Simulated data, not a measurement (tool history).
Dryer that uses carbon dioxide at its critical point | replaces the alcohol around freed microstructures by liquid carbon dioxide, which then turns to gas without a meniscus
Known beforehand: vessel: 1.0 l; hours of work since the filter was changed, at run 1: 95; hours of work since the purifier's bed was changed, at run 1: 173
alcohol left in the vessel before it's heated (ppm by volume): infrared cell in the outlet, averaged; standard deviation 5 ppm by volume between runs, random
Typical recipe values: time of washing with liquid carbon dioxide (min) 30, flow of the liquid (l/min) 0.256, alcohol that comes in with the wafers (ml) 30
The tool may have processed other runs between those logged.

run,day,time of washing with liquid carbon dioxide (min),flow of the liquid (l/min),alcohol that comes in with the wafers (ml),hours of work since the filter was changed,hours of work since the purifier's bed was changed,alcohol left in the vessel before it's heated (ppm by volume)
1,0,30,0.256,30,95,173,77
2,0.3,30,0.256,30,97,175,86
3,0.788,30,0.256,30,101,179,86
4,1.117,30,0.232,30,104,182,120
5,1.688,30,0.333,30,108,187,51
6,2.275,30,0.333,30,113,191,47
7,2.754,30,0.252,30,117,195,89
8,3.054,30,0.252,30,119,198,84
9,3.467,30,0.252,30,123,201,90
10,4.138,30,0.252,30,128,206,93
11,4.65,30,0.256,41,132,211,109
12,5.079,30,0.256,91,136,214,166
13,5.371,30,0.256,91,138,216,176
14,5.729,30,0.256,91,141,219,180
15,6.183,22,0.256,30,145,223,291
16,6.496,30,0.256,30,147,225,88
17,7.029,30,0.256,60,151,230,133
18,7.471,30,0.256,26,155,233,92
19,7.896,30,0.256,26,158,237,87
20,8.25,30,0.256,26,161,240,95
21,8.754,30,0.256,26,165,244,92
22,9.292,30,0.256,30,170,248,94
23,9.662,30,0.256,30,173,251,95
24,10.217,30,0.256,30,177,256,105
25,10.579,30,0.256,30,180,259,101
26,10.938,39,0.229,56,183,261,86
27,11.446,39,0.229,56,187,266,83
28,12.017,39,0.229,56,192,270,84
29,12.517,39,0.229,56,196,274,97
30,13.117,43,0.256,28,201,279,74
31,13.45,43,0.256,28,203,282,69
32,13.733,21,0.229,39,206,284,733
33,14.242,21,0.229,39,210,288,757
34,14.633,21,0.229,39,213,291,746
35,14.962,21,0.229,39,216,294,734
36,15.233,39,0.168,30,218,296,181
37,15.796,22,0.257,22,222,301,268
38,16.433,22,0.204,54,228,306,1286
39,16.929,34,0.256,56,232,310,115
40,17.321,21,0.256,99,235,313,1184
41,17.75,28,0.156,38,238,317,1025
# day 17.971: inlet filter changed
42,18.104,28,0.156,38,1,319,836
43,18.55,19,0.179,22,5,323,1151
44,18.938,19,0.179,22,8,326,1165
45,19.229,19,0.179,22,10,328,1147
46,19.796,19,0.179,22,15,333,1137
47,20.208,19,0.179,49,18,336,2397

Branching from run 47: 3 alternative next runs. What would each branch give?
A,20.604,43,0.179,49,21,339,?
B,20.604,20,0.31,72,21,339,?
C,20.604,34,0.429,41,21,339,?

run,alcohol left in the vessel before it's heated (ppm by volume)
A,134
B,400
C,84
The same runs, with their run-to-run variation unchanged, on a tool lacking any hidden condition would have given:
run,alcohol left in the vessel before it's heated (ppm by volume)
A,58
B,311
C,13

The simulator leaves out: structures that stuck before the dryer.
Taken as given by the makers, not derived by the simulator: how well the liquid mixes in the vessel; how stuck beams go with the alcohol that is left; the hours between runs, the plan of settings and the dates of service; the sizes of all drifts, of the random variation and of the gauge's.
